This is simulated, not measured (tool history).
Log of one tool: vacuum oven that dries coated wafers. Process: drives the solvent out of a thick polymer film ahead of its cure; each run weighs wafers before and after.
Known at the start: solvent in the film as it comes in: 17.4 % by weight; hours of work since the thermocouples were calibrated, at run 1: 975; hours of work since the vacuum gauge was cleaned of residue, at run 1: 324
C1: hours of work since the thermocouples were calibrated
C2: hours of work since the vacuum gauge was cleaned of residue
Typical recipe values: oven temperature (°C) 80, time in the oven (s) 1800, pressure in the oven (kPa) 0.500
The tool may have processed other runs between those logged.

Run 1, hour 0.0: usual settings; C1 975; C2 324. Result: solvent left in the film (%) 2.01.
Run 2, hour 10.4: usual settings but pressure in the oven (kPa) 0.282; C1 981; C2 330. Result: solvent left in the film (%) 1.52.
Run 3, hour 24.0: usual settings; C1 990; C2 339. Result: solvent left in the film (%) 1.99.
Run 4, hour 38.2: usual settings but time in the oven (s) 1080; C1 998; C2 348. Result: solvent left in the film (%) 3.57.
Run 5, hour 51.7: usual settings but time in the oven (s) 1080; C1 1007; C2 356. Result: solvent left in the film (%) 3.63.
Run 6, hour 61.6: usual settings but time in the oven (s) 1080; C1 1013; C2 362. Result: solvent left in the film (%) 3.60.
Run 7, hour 72.4: usual settings but time in the oven (s) 1080; C1 1020; C2 369. Result: solvent left in the film (%) 3.60.
Run 8, hour 80.1: usual settings but oven temperature (°C) 68; C1 1025; C2 374. Result: solvent left in the film (%) 4.96.
Run 9, hour 89.0: usual settings but oven temperature (°C) 68; C1 1030; C2 379. Result: solvent left in the film (%) 4.85.
Run 10, hour 102.8: usual settings but pressure in the oven (kPa) 1.047; C1 1039; C2 388. Result: solvent left in the film (%) 3.39.
Run 11, hour 115.1: usual settings but time in the oven (s) 1260; C1 1047; C2 396. Result: solvent left in the film (%) 3.09.
Run 12, hour 122.8: usual settings but time in the oven (s) 1260; C1 1051; C2 400. Result: solvent left in the film (%) 3.03.
Run 13, hour 131.2: usual settings but time in the oven (s) 1260; C1 1057; C2 406. Result: solvent left in the film (%) 3.03.
Run 14, hour 139.6: usual settings but pressure in the oven (kPa) 0.252; C1 1062; C2 411. Result: solvent left in the film (%) 1.46.
Run 15, hour 150.3: usual settings but pressure in the oven (kPa) 0.252; C1 1069; C2 418. Result: solvent left in the film (%) 1.50.
Run 16, hour 157.2: usual settings but pressure in the oven (kPa) 0.252; C1 1073; C2 422. Result: solvent left in the film (%) 1.42.
Run 17, hour 163.5: usual settings but pressure in the oven (kPa) 0.466; C1 1077; C2 426. Result: solvent left in the film (%) 1.91.
Run 18, hour 175.7: usual settings but time in the oven (s) 2940; C1 1085; C2 434. Result: solvent left in the film (%) 1.39.
Run 19, hour 182.2: usual settings but oven temperature (°C) 71; C1 1089; C2 438. Result: solvent left in the film (%) 4.12.
Run 20, hour 195.1: usual settings but oven temperature (°C) 70; C1 1097; C2 446. Result: solvent left in the film (%) 4.30.
Run 21, hour 204.8: usual settings but oven temperature (°C) 70; C1 1103; C2 452. Result: solvent left in the film (%) 4.28.
Run 22, hour 213.7: usual settings but oven temperature (°C) 70; C1 1108; C2 457. Result: solvent left in the film (%) 4.34.
Run 23, hour 225.8: usual settings but oven temperature (°C) 70; C1 1116; C2 465. Result: solvent left in the film (%) 4.21.
Run 24, hour 240.0: usual settings but oven temperature (°C) 70; C1 1125; C2 474. Result: solvent left in the film (%) 4.33.
Run 25, hour 250.4: usual settings but oven temperature (°C) 70; C1 1131; C2 480. Result: solvent left in the film (%) 4.38.
At hour 253.5: oven's thermocouples calibrated.
Run 26, hour 260.2: usual settings but oven temperature (°C) 89, time in the oven (s) 1320; C1 4; C2 485. Result: solvent left in the film (%) 1.55.
Run 27, hour 268.9: usual settings but oven temperature (°C) 89, time in the oven (s) 1320; C1 10; C2 491. Result: solvent left in the film (%) 1.60.
Run 28, hour 282.1: usual settings but oven temperature (°C) 89, time in the oven (s) 1320; C1 18; C2 499. Result: solvent left in the film (%) 1.49.
Run 29, hour 293.8: usual settings but oven temperature (°C) 82, time in the oven (s) 1620, pressure in the oven (kPa) 0.889; C1 25; C2 506. Result: solvent left in the film (%) 3.08.
Run 30, hour 302.1: usual settings but oven temperature (°C) 66, time in the oven (s) 1560, pressure in the oven (kPa) 0.524; C1 30; C2 511. Result: solvent left in the film (%) 6.51.
At hour 314.4: oven's thermocouples calibrated, once more.
Run 31, hour 318.9: usual settings but oven temperature (°C) 68, time in the oven (s) 1980, pressure in the oven (kPa) 0.524; C1 3; C2 521. Result: solvent left in the film (%) 3.94.
Run 32, hour 329.6: usual settings but oven temperature (°C) 94, time in the oven (s) 2640, pressure in the oven (kPa) 1.871; C1 9; C2 527. Result: solvent left in the film (%) 2.56.
Run 33, hour 341.0: usual settings but oven temperature (°C) 94, time in the oven (s) 1740, pressure in the oven (kPa) 0.391; C1 17; C2 535. Result: solvent left in the film (%) 0.57.
Run 34, hour 351.6: usual settings but oven temperature (°C) 94, time in the oven (s) 1740, pressure in the oven (kPa) 0.391; C1 23; C2 541. Result: solvent left in the film (%) 0.67.
Run 35, hour 365.4: usual settings but oven temperature (°C) 78, pressure in the oven (kPa) 0.627; C1 32; C2 550. Result: solvent left in the film (%) 2.40.
Run 36, hour 379.9: usual settings but oven temperature (°C) 84, time in the oven (s) 1080, pressure in the oven (kPa) 0.591; C1 41; C2 559. Result: solvent left in the film (%) 2.55.
Run 37, hour 394.3: usual settings but oven temperature (°C) 95, time in the oven (s) 2460, pressure in the oven (kPa) 0.556; C1 50; C2 568. Result: solvent left in the film (%) 0.81.
Run 38, hour 400.8: usual settings but oven temperature (°C) 95, time in the oven (s) 2460, pressure in the oven (kPa) 0.556; C1 54; C2 572. Result: solvent left in the film (%) 0.79.
Run 39, hour 411.9: usual settings but oven temperature (°C) 95, time in the oven (s) 1020, pressure in the oven (kPa) 0.567; C1 61; C2 579. Result: solvent left in the film (%) 1.09.
Run 40, hour 426.0: usual settings but oven temperature (°C) 90, time in the oven (s) 2280, pressure in the oven (kPa) 1.897; C1 70; C2 588. Result: solvent left in the film (%) 3.05.
Run 41, hour 437.5: usual settings but oven temperature (°C) 85, time in the oven (s) 1080, pressure in the oven (kPa) 1.110; C1 77; C2 595. Result: solvent left in the film (%) 3.23.
Run 42, hour 443.7: usual settings but pressure in the oven (kPa) 1.996; C1 81; C2 599. Result: solvent left in the film (%) 5.21.
Run 43, hour 454.6: usual settings but oven temperature (°C) 91, time in the oven (s) 1680; C1 88; C2 606. Result: solvent left in the film (%) 0.97.
Run 44, hour 468.5: usual settings but pressure in the oven (kPa) 0.514; C1 96; C2 614. Result: solvent left in the film (%) 1.87.
Run 45, hour 475.0: usual settings but oven temperature (°C) 86; C1 100; C2 618. Result: solvent left in the film (%) 1.13.
Run 46, hour 486.3: usual settings but oven temperature (°C) 86; C1 108; C2 625. Result: solvent left in the film (%) 1.18.

Here are 3 independent what-if runs from the current tool condition. What would each one return?
Run A, hour 497.4: usual settings but oven temperature (°C) 66; C1 114; C2 632. Result: solvent left in the film (%) ?.
Run B, hour 497.4: usual settings but oven temperature (°C) 90, time in the oven (s) 2160, pressure in the oven (kPa) 0.772; C1 114; C2 632. Result: solvent left in the film (%) ?.
Run C, hour 497.4: usual settings but oven temperature (°C) 86, time in the oven (s) 1500, pressure in the oven (kPa) 1.527; C1 114; C2 632. Result: solvent left in the film (%) ?.

run  solvent left in the film (%)
  A                          4.92
  B                          1.34
  C                          3.17
What these runs would have given with no unlogged condition in the tool:
run  solvent left in the film (%)
  A                          4.77
  B                          1.25
  C                          3.10

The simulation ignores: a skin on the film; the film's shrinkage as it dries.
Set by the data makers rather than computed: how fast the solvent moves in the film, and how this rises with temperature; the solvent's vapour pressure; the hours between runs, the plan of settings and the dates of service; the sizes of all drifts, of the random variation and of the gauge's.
